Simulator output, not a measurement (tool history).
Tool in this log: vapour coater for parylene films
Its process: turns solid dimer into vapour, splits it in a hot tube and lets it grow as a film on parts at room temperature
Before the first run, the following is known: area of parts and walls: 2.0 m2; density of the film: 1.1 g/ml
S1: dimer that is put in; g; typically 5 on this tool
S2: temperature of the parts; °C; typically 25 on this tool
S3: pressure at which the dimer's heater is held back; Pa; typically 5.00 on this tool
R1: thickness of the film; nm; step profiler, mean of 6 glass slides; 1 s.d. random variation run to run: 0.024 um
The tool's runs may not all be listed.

Run 1, hour 0.0: usual settings. Result: R1 1520 nm.
Run 2, hour 22.2: usual settings but S2 24 °C. Result: R1 1540 nm.
Run 3, hour 56.4: usual settings but S2 24 °C. Result: R1 1570 nm.
Run 4, hour 80.7: usual settings but S3 5.88 Pa. Result: R1 1460 nm.
Run 5, hour 128.7: usual settings but S3 5.88 Pa. Result: R1 1450 nm.
Run 6, hour 159.4: usual settings but S3 5.88 Pa. Result: R1 1450 nm.
Run 7, hour 188.1: usual settings but S2 27 °C. Result: R1 1420 nm.
Run 8, hour 219.7: usual settings but S2 27 °C. Result: R1 1360 nm.
Run 9, hour 266.9: usual settings but S3 5.63 Pa. Result: R1 1450 nm.
Run 10, hour 314.2: usual settings but S2 22 °C, S3 5.63 Pa. Result: R1 1640 nm.
Run 11, hour 336.0: usual settings but S1 3 g, S2 17 °C, S3 5.80 Pa. Result: R1 1140 nm.
Run 12, hour 370.3: usual settings but S1 3 g, S2 17 °C, S3 5.80 Pa. Result: R1 1110 nm.
Run 13, hour 397.7: usual settings but S1 4 g, S2 21 °C, S3 3.95 Pa. Result: R1 1400 nm.
Run 14, hour 438.1: usual settings but S1 2 g, S2 26 °C, S3 3.69 Pa. Result: R1 630 nm.
Run 15, hour 474.9: usual settings but S2 19 °C, S3 7.15 Pa. Result: R1 1870 nm.
Run 16, hour 518.2: usual settings but S2 24 °C, S3 2.47 Pa. Result: R1 1830 nm.
Run 17, hour 553.6: usual settings. Result: R1 1590 nm.
Run 18, hour 600.3: usual settings but S1 4 g, S2 18 °C, S3 2.79 Pa. Result: R1 1780 nm.
Run 19, hour 636.0: usual settings but S1 6 g. Result: R1 1860 nm.

Between the runs listed above, the log contained 1 entry, not reproduced here. Where in the sequence does each belong, and how does what the log doesn't record of the tool's condition differ from the listed run before to the listed run after?
Logged between run 13 and run 14: trap's valve overhauled (hour 414.8)
  vapour lost through the trap's worn valve, %: 9.7 -> 0.6
  measured value less the no-hidden-state value, R1: -140 -> +0 nm
